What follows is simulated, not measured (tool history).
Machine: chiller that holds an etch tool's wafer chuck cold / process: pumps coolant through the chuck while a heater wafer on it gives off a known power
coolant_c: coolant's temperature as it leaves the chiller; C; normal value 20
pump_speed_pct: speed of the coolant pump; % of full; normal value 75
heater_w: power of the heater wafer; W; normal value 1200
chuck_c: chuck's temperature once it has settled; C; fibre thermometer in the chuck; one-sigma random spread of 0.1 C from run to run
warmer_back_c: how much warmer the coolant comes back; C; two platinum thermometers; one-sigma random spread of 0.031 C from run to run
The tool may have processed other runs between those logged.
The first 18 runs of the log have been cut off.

run,hour,coolant_c,pump_speed_pct,heater_w,hours since the coolant was changed and the channels were flushed,hours since the pump was overhauled,hours since the chiller's thermometer was calibrated,chuck_c,warmer_back_c
19,543.7,11,75,696,1675,1545,1607,15.8,1.84
20,565.3,11,75,696,1697,1566,1629,15.9,1.84
21,605.1,29,100,1412,1736,1606,1669,36.6,2.69
22,633.8,18,86,1094,1765,1635,1698,25.0,2.44
23,676.7,19,75,1741,1808,1678,1740,32.1,4.52
24,702.8,10,87,1200,1834,1704,1766,17.6,2.66
25,747.8,10,87,1504,1879,1749,1811,19.6,3.32
26,769.3,10,87,1504,1900,1770,1833,19.8,3.32
27,800.2,17,93,1566,1931,1801,1864,26.2,3.25
28,848.2,30,67,725,1979,1849,1912,35.9,2.14
29,887.0,12,93,1204,2018,1888,1951,19.3,2.45
30,913.9,20,90,1236,2045,1915,1978,27.5,2.59
31,958.1,20,90,1236,2089,1959,2022,27.7,2.64
32,978.2,10,95,1200,2109,1979,2042,17.2,2.43

Each row is a separate what-if for the run after 32, all from the same tool condition, not one after another. Results?
A,998.1,13,97,1200,2129,1999,2062,?,?
B,998.1,23,65,1235,2129,1999,2062,?,?
C,998.1,10,87,776,2129,1999,2062,?,?

run,chuck_c,warmer_back_c
A,19.7,2.39
B,33.9,3.88
C,14.8,1.65
Had the tool no hidden state, the same runs would have come out as:
run,chuck_c,warmer_back_c
A,19.2,2.25
B,32.8,3.65
C,14.5,1.55
